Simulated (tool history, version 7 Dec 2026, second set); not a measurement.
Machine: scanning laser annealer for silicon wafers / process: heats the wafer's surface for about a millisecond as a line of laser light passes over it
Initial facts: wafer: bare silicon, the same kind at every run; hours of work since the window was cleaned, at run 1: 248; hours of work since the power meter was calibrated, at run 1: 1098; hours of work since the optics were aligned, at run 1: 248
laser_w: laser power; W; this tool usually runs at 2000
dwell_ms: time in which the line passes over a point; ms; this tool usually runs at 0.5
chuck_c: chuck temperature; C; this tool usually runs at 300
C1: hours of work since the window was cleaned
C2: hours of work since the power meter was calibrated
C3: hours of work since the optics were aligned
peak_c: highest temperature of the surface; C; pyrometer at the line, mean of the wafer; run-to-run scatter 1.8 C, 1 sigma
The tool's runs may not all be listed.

Run 1, hour 0: usual settings; C1 248; C2 1098; C3 248. Result: peak_c 1009 C.
Run 2, hour 43.2: usual settings; C1 279; C2 1129; C3 279. Result: peak_c 1008 C.
Run 3, hour 99.3: usual settings; C1 319; C2 1169; C3 319. Result: peak_c 998 C.
Run 4, hour 176.5: usual settings but chuck_c 274 C; C1 374; C2 1224; C3 374. Result: peak_c 974 C.
Run 5, hour 237.3: usual settings but chuck_c 274 C; C1 418; C2 1268; C3 418. Result: peak_c 970 C.
Run 6, hour 303.3: usual settings but laser_w 1716 W; C1 465; C2 1315; C3 465. Result: peak_c 881 C.
At hour 322.8: window over the wafer cleaned.
Run 7, hour 377.1: usual settings; C1 39; C2 1366; C3 517. Result: peak_c 1021 C.
Run 8, hour 409.7: usual settings; C1 62; C2 1390; C3 540. Result: peak_c 1021 C.
Run 9, hour 485.8: usual settings; C1 117; C2 1444; C3 594. Result: peak_c 1020 C.
Run 10, hour 543.3: usual settings; C1 158; C2 1485; C3 636. Result: peak_c 1012 C.
Run 11, hour 592.5: usual settings; C1 193; C2 1521; C3 671. Result: peak_c 1013 C.
Run 12, hour 653.9: usual settings; C1 237; C2 1564; C3 715. Result: peak_c 1007 C.
Run 13, hour 714.5: usual settings but laser_w 1893 W; C1 280; C2 1608; C3 758. Result: peak_c 964 C.
Run 14, hour 787.3: usual settings but laser_w 1893 W; C1 333; C2 1660; C3 810. Result: peak_c 956 C.
Run 15, hour 837.3: usual settings but laser_w 1893 W; C1 368; C2 1696; C3 846. Result: peak_c 956 C.
Run 16, hour 869.3: usual settings but laser_w 1893 W; C1 391; C2 1719; C3 869. Result: peak_c 958 C.
Run 17, hour 928.1: usual settings but laser_w 1893 W; C1 433; C2 1761; C3 911. Result: peak_c 951 C.
At hour 984.2: optics aligned, line set to its width.
At hour 998.1: window over the wafer cleaned.
Run 18, hour 1004.3: usual settings but dwell_ms 0.59 ms; C1 4; C2 1810; C3 13. Result: peak_c 1110 C.
Run 19, hour 1078.4: usual settings but dwell_ms 0.59 ms; C1 57; C2 1863; C3 66. Result: peak_c 1103 C.
Run 20, hour 1137.1: usual settings but dwell_ms 0.54 ms; C1 99; C2 1905; C3 108. Result: peak_c 1063 C.
Run 21, hour 1204: usual settings but laser_w 2051 W, dwell_ms 0.54 ms; C1 147; C2 1953; C3 156. Result: peak_c 1079 C.
Run 22, hour 1264.8: usual settings but laser_w 2051 W, dwell_ms 0.54 ms; C1 191; C2 1997; C3 199. Result: peak_c 1073 C.
Run 23, hour 1312.9: usual settings but laser_w 2051 W, dwell_ms 0.379 ms, chuck_c 327 C; C1 225; C2 2031; C3 234. Result: peak_c 954 C.
Run 24, hour 1347.1: usual settings but laser_w 2195 W, dwell_ms 0.379 ms, chuck_c 327 C; C1 250; C2 2056; C3 258. Result: peak_c 1001 C.
Run 25, hour 1419.4: usual settings but chuck_c 293 C; C1 302; C2 2108; C3 310. Result: peak_c 1002 C.
Run 26, hour 1475.6: usual settings but chuck_c 293 C; C1 342; C2 2148; C3 350. Result: peak_c 1001 C.
Run 27, hour 1526.4: usual settings but chuck_c 293 C; C1 378; C2 2184; C3 387. Result: peak_c 999 C.
Run 28, hour 1569.6: usual settings but laser_w 2077 W, dwell_ms 0.575 ms, chuck_c 310 C; C1 409; C2 2215; C3 418. Result: peak_c 1106 C.
Run 29, hour 1605.6: usual settings but laser_w 2077 W, dwell_ms 0.575 ms, chuck_c 310 C; C1 435; C2 2241; C3 444. Result: peak_c 1102 C.
At hour 1666.6: window over the wafer cleaned.
Run 30, hour 1666.6: usual settings but laser_w 2077 W, dwell_ms 0.517 ms, chuck_c 310 C; C1 0; C2 2283; C3 486. Result: peak_c 1091 C.
Run 31, hour 1700.7: usual settings but laser_w 2077 W, dwell_ms 0.416 ms, chuck_c 310 C; C1 24; C2 2308; C3 510. Result: peak_c 991 C.
Run 32, hour 1758.6: usual settings but laser_w 2077 W, dwell_ms 0.416 ms, chuck_c 310 C; C1 66; C2 2349; C3 552. Result: peak_c 992 C.
Run 33, hour 1835.3: usual settings but laser_w 2077 W, dwell_ms 0.389 ms, chuck_c 284 C; C1 121; C2 2404; C3 607. Result: peak_c 935 C.
Run 34, hour 1891.5: usual settings but laser_w 1809 W, dwell_ms 0.496 ms, chuck_c 290 C; C1 161; C2 2444; C3 647. Result: peak_c 930 C.
Run 35, hour 1957.4: usual settings but laser_w 2095 W, dwell_ms 0.387 ms, chuck_c 337 C; C1 208; C2 2491; C3 694. Result: peak_c 984 C.
Run 36, hour 2033.1: usual settings but laser_w 1996 W, dwell_ms 0.43 ms, chuck_c 322 C; C1 262; C2 2546; C3 748. Result: peak_c 967 C.
Run 37, hour 2072.7: usual settings but laser_w 1996 W, dwell_ms 0.554 ms, chuck_c 322 C; C1 291; C2 2574; C3 777. Result: peak_c 1071 C.
Run 38, hour 2149.8: usual settings but dwell_ms 0.617 ms; C1 346; C2 2629; C3 832. Result: peak_c 1097 C.
Run 39, hour 2190.3: usual settings but laser_w 1785 W, dwell_ms 0.361 ms, chuck_c 263 C; C1 375; C2 2658; C3 861. Result: peak_c 775 C.
Run 40, hour 2228.3: usual settings but laser_w 1724 W, dwell_ms 0.38 ms, chuck_c 282 C; C1 402; C2 2685; C3 888. Result: peak_c 788 C.

Hidden state at the last listed run before each entry between runs and at the first one after, where it differs:
After run 6, before run 7: window over the wafer cleaned (hour 322.8)
  light that passes the window, % of a clean one's: 95.37 -> 99.43; laser's true power over the reading, %: 0.12 -> 0.14; width of the line over the set one, %: 1.16 -> 1.26
  what was measured, less what the result would be without the hidden state, peak_c: -34 -> -8 C
After run 17, before run 18: optics aligned, line set to its width (hour 984.2); window over the wafer cleaned (hour 998.1)
  light that passes the window, % of a clean one's: 95.85 -> 99.95; laser's true power over the reading, %: 0.28 -> 0.3; width of the line over the set one, %: 2.08 -> 0.1
  what was measured, less what the result would be without the hidden state, peak_c: -37 -> +2 C
After run 29, before run 30: window over the wafer cleaned (hour 1666.6)
  light that passes the window, % of a clean one's: 95.92 -> 99.92; laser's true power over the reading, %: 0.46 -> 0.48; width of the line over the set one, %: 0.96 -> 1.05
  what was measured, less what the result would be without the hidden state, peak_c: -38 -> +0 C
